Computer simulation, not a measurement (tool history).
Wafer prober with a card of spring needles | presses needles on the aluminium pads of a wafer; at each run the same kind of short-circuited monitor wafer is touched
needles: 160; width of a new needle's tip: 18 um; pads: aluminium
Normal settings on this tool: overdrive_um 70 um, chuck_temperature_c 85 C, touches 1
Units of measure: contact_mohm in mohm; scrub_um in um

run    hour  overdrive_um  chuck_temperature_c  touches  contact_mohm  scrub_um
  1       0            70                   85        1           286      9.88
        9.9  -- tips cleaned on abrasive film
       26.4  -- tips cleaned on abrasive film
       26.7  -- height of the first contact set anew
  2    28.3            70                   85        1           274     10.29
       40.5  -- tips cleaned on abrasive film
       56.9  -- tips cleaned on abrasive film
  3    61.9            82                   85        1           277     12.03
       71.9  -- tips cleaned on abrasive film
       88.5  -- tips cleaned on abrasive film
      101.8  -- tips cleaned on abrasive film
  4   105.9            82                   85        1           275     11.98
      115.8  -- tips cleaned on abrasive film
      132.4  -- tips cleaned on abrasive film
      148.9  -- tips cleaned on abrasive film
      164.4  -- tips cleaned on abrasive film
  5   164.7            70                   85        2           272     10.22
        178  -- tips cleaned on abrasive film
      194.6  -- tips cleaned on abrasive film
      210.4  -- tips cleaned on abrasive film
  6   220.5            70                   85        2           279     10.17
      223.8  -- tips cleaned on abrasive film
      237.2  -- tips cleaned on abrasive film
      253.4  -- tips cleaned on abrasive film
  7   255.4            69                   85        1           276        10
      268.7  -- tips cleaned on abrasive film
        282  -- tips cleaned on abrasive film
      295.8  -- tips cleaned on abrasive film
  8   295.8            70                   85        1           268     10.05
      312.4  -- tips cleaned on abrasive film
      325.7  -- tips cleaned on abrasive film
      342.1  -- tips cleaned on abrasive film
  9   354.3            70                   85        1           288     10.05
      357.7  -- tips cleaned on abrasive film
      374.3  -- tips cleaned on abrasive film
      387.6  -- tips cleaned on abrasive film
      403.6  -- tips cleaned on abrasive film
      417.5  -- tips cleaned on abrasive film
 10   417.5            70                   85        1           269     10.01
      430.8  -- tips cleaned on abrasive film
      447.2  -- tips cleaned on abrasive film
 11   455.7            70                   85        1           298     10.03
      462.4  -- tips cleaned on abrasive film
        479  -- tips cleaned on abrasive film
      495.2  -- tips cleaned on abrasive film
      511.8  -- tips cleaned on abrasive film
 12   514.6            70                   85        1           280      9.95
      527.9  -- tips cleaned on abrasive film
      541.2  -- tips cleaned on abrasive film
 13   544.1            70                   85        1           287       9.9
      557.3  -- tips cleaned on abrasive film
      567.5  -- height of the first contact set anew
      574.2  -- tips cleaned on abrasive film
      590.2  -- tips cleaned on abrasive film
 14   600.1            70                   85        2           280     10.29
      606.8  -- tips cleaned on abrasive film
      620.1  -- tips cleaned on abrasive film
      636.2  -- tips cleaned on abrasive film
      652.5  -- tips cleaned on abrasive film
      666.6  -- tips cleaned on abrasive film
 15   666.6            53                  119        2           286      7.71
      683.1  -- tips cleaned on abrasive film
      699.3  -- tips cleaned on abrasive film
      713.8  -- tips cleaned on abrasive film
 16   713.8            53                  119        2           281       7.7
        730  -- tips cleaned on abrasive film
      743.3  -- tips cleaned on abrasive film
      756.6  -- tips cleaned on abrasive film
        773  -- tips cleaned on abrasive film
 17   774.5            58                   45        2           269       8.4
      787.5  -- tips cleaned on abrasive film
      800.8  -- tips cleaned on abrasive film
        817  -- tips cleaned on abrasive film
 18   819.8            71                   49        2           266     10.26
      832.7  -- tips cleaned on abrasive film
      848.6  -- tips cleaned on abrasive film
      861.9  -- tips cleaned on abrasive film
 19   869.6            86                  112        2           282     12.43
      876.3  -- tips cleaned on abrasive film
      889.6  -- tips cleaned on abrasive film
      905.6  -- tips cleaned on abrasive film
      922.2  -- tips cleaned on abrasive film
 20   934.3            64                   35        1           289      9.16
      937.7  -- tips cleaned on abrasive film
      953.8  -- tips cleaned on abrasive film
      967.1  -- tips cleaned on abrasive film
      980.4  -- tips cleaned on abrasive film
 21   991.3            64                   35        1           286      9.12
      994.7  -- tips cleaned on abrasive film
     1010.9  -- tips cleaned on abrasive film
     1026.8  -- tips cleaned on abrasive film
     1042.8  -- tips cleaned on abrasive film
 22  1053.8            64                   35        1           286      9.07
     1056.8  -- tips cleaned on abrasive film
     1072.8  -- tips cleaned on abrasive film
     1089.2  -- tips cleaned on abrasive film
 23  1089.8            64                   35        1           263         9
     1105.8  -- tips cleaned on abrasive film
     1106.1  -- height of the first contact set anew
     1122.7  -- tips cleaned on abrasive film
 24  1126.7            63                   85        1           289      9.28
     1136.1  -- tips cleaned on abrasive film
     1152.4  -- tips cleaned on abrasive film
 25  1158.7            63                   37        1           285      9.26
     1168.7  -- tips cleaned on abrasive film
       1185  -- tips cleaned on abrasive film
 26  1193.3            64                   26        3           262      9.38
       1200  -- tips cleaned on abrasive film
     1216.6  -- tips cleaned on abrasive film
     1233.2  -- tips cleaned on abrasive film
 27  1244.8            64                   26        3           266      9.33
     1247.6  -- tips cleaned on abrasive film
     1263.7  -- tips cleaned on abrasive film
     1279.8  -- tips cleaned on abrasive film
     1295.7  -- tips cleaned on abrasive film
     1311.5  -- tips cleaned on abrasive film
 28  1311.5            72                   85        3           265     10.46

3 options for the next run, each taken on its own from the tool as it stands now. Forecast them:
     1328.1  -- tips cleaned on abrasive film
     1344  -- tips cleaned on abrasive film
     1358  -- tips cleaned on abrasive film
  A  1358            57                   85        1             ?         ?
     1328.1  -- tips cleaned on abrasive film
     1344  -- tips cleaned on abrasive film
     1358  -- tips cleaned on abrasive film
  B  1358            66                   85        1             ?         ?
     1328.1  -- tips cleaned on abrasive film
     1344  -- tips cleaned on abrasive film
     1358  -- tips cleaned on abrasive film
  C  1358            70                   84        3             ?         ?

run  contact_mohm  scrub_um
  A           277      8.19
  B           273      9.56
  C           273     10.12
With no hidden state in the tool, these same runs would have given:
run  contact_mohm  scrub_um
  A           269      8.37
  B           266      9.73
  C           268     10.29

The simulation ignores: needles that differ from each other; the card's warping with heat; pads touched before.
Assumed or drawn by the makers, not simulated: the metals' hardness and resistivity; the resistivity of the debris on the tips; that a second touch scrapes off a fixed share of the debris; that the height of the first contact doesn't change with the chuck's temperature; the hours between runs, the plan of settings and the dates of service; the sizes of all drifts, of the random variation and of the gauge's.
